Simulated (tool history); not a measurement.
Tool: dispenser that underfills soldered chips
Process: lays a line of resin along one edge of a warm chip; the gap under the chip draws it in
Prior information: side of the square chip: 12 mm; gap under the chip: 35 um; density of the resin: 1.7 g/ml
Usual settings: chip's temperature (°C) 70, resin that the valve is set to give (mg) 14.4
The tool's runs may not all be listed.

run,day,chip's temperature (°C),resin that the valve is set to give (mg),time until the resin shows at the far edge (s),resin that the valve gave (mg)
1,0,70,14.4,193.2,12.95
2,0.188,77,14.4,178.6,13.22
# day 0.221: new syringe of resin
3,0.35,77,14.4,153.2,12.95
# day 0.588: new syringe of resin
4,0.671,70,15.2,184.2,13.71
5,0.917,70,15.2,225.3,13.84
# day 0.954: new syringe of resin
6,1.15,70,15.2,206.3,13.58
# day 1.321: new syringe of resin
7,1.488,70,14.4,200.3,12.77
# day 1.671: new syringe of resin
8,1.717,79,14.4,135,12.8
9,1.938,70,15.7,217.1,13.82
# day 2.029: new syringe of resin
10,2.112,70,12.3,198.2,10.8
11,2.329,70,12.3,236.5,10.91
# day 2.383: new syringe of resin
12,2.471,70,12.4,194.6,10.8
13,2.708,70,13.9,227.8,12.1
# day 2.75: new syringe of resin
# day 2.917: dispensing valve cleaned and set on the balance
14,2.921,70,13.9,188.8,13.93
# day 3.154: new syringe of resin
15,3.25,70,13.9,187.9,13.96
16,3.421,70,13.9,217.7,13.79
# day 3.517: new syringe of resin
17,3.671,70,13.9,195.8,13.72
# day 3.875: new syringe of resin
18,3.983,70,13.9,185.3,13.5
19,4.196,70,13.9,221.2,13.47
# day 4.25: new syringe of resin
20,4.367,64,15.7,228.3,15.42
# day 4.608: new syringe of resin
21,4.608,57,16.8,263.8,16.25
22,4.846,57,12.6,332.9,12.27
# day 4.983: new syringe of resin
23,5.017,73,16.8,159.3,16.33
24,5.179,65,18,233.8,17.29
# day 5.35: new syringe of resin
25,5.508,80,17.6,142.1,16.77
# day 5.708: new syringe of resin
26,5.75,80,17.6,127.7,16.73
27,5.912,58,13.3,308.1,12.63
# day 6.075: new syringe of resin
28,6.138,84,12.7,116.1,12.04
29,6.404,70,18.4,222.3,17.43
# day 6.433: new syringe of resin
30,6.658,65,18.4,241.5,17.3
# day 6.8: new syringe of resin
31,6.962,70,13.4,201.5,12.56
32,7.133,72,13.9,215,12.86
# day 7.171: new syringe of resin
33,7.408,72,13.9,199.2,12.99
# day 7.546: new syringe of resin
34,7.654,83,14.8,125,13.75
35,7.854,82,13.3,153,12.13

Below are 4 alternative next runs, each starting from the tool's condition after run 35. Predict each:
# day 7.904: new syringe of resin
A,8.062,73,14.4,?,?
# day 7.904: new syringe of resin
B,8.062,62,13.3,?,?
# day 7.904: new syringe of resin
C,8.062,63,18.5,?,?
# day 7.904: new syringe of resin
D,8.062,72,13,?,?

run,time until the resin shows at the far edge (s),resin that the valve gave (mg)
A,184.4,13.2
B,264.9,12.08
C,245.7,17.06
D,189.6,11.87
With the hidden condition removed and each run's random variation left untouched, the same runs would have given:
run,time until the resin shows at the far edge (s),resin that the valve gave (mg)
A,157.9,14.38
B,226.2,13.17
C,212.3,18.59
D,161.4,12.94

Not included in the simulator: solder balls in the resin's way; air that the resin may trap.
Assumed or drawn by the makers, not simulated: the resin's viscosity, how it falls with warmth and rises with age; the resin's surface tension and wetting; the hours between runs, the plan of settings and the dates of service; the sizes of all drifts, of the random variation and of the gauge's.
